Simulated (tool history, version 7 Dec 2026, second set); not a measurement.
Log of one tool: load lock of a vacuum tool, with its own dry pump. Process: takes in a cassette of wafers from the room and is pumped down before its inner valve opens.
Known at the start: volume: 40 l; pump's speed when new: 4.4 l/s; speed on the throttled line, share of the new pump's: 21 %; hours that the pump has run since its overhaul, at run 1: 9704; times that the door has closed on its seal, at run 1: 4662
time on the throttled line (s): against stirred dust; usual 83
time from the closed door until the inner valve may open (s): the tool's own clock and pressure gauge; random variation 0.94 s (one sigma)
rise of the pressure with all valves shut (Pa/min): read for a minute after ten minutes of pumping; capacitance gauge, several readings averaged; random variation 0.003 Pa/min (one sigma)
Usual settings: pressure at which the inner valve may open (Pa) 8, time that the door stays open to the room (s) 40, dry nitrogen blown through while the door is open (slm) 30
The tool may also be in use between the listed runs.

run,hour,time on the throttled line (s),pressure at which the inner valve may open (Pa),time that the door stays open to the room (s),dry nitrogen blown through while the door is open (slm),hours that the pump has run since its overhaul,times that the door has closed on its seal,"incoming humidity of the room's air, %",time from the closed door until the inner valve may open (s),rise of the pressure with all valves shut (Pa/min)
1,0.0,83,8,40,30,9704,4662,43.9,151.4,0.012
2,89.5,83,8,40,30,9793,4893,47.8,152.3,0.009
3,179.3,83,8,40,13,9883,5125,49.1,153.4,0.028
4,244.3,83,8,40,13,9948,5293,44.1,152.7,0.026
5,308.6,83,8,40,13,10012,5459,43.1,152.8,0.026
6,370.6,83,8,40,13,10074,5619,46.0,152.1,0.025
7,449.7,83,8,71,30,10153,5824,47.6,151.7,0.025
8,531.5,83,8,71,30,10235,6035,43.8,154.0,0.021
9,599.1,83,8,71,30,10303,6210,46.9,153.0,0.013
10,672.9,83,8,40,30,10376,6400,44.7,153.3,0.021
11,723.0,83,11,40,30,10427,6530,42.8,149.2,0.013
12,794.3,83,11,40,30,10498,6714,45.9,150.0,0.013
13,876.6,83,11,40,30,10580,6927,44.3,148.8,0.021
14,967.3,83,11,40,30,10671,7161,45.4,149.6,0.015
15,1027.8,55,8,40,30,10731,7317,45.8,130.6,0.013
16,1075.3,55,8,40,30,10779,7440,45.4,131.5,0.022
17,1138.4,55,8,40,30,10842,7603,43.6,130.5,0.014
18,1198.0,55,8,40,30,10902,7757,46.9,130.9,0.016
19,1260.4,55,8,40,30,10964,7918,46.8,130.2,0.019
20,1334.7,83,12,40,30,11038,8110,46.6,148.9,0.014
21,1400.5,94,7,30,30,11104,8280,45.1,163.3,0.017
22,1477.7,100,8,40,4,11181,8479,45.3,165.0,0.047
23,1525.8,110,7,58,13,11229,8604,47.7,174.5,0.031

Run 24 comes next. What will it give?
24,1606.4,110,7,58,13,11310,8812,44.8,?,?

time from the closed door until the inner valve may open (s): 174.2
rise of the pressure with all valves shut (Pa/min): 0.028
Without the tool's hidden state the same run would have given time from the closed door until the inner valve may open (s) 174.2, rise of the pressure with all valves shut (Pa/min) 0.027.

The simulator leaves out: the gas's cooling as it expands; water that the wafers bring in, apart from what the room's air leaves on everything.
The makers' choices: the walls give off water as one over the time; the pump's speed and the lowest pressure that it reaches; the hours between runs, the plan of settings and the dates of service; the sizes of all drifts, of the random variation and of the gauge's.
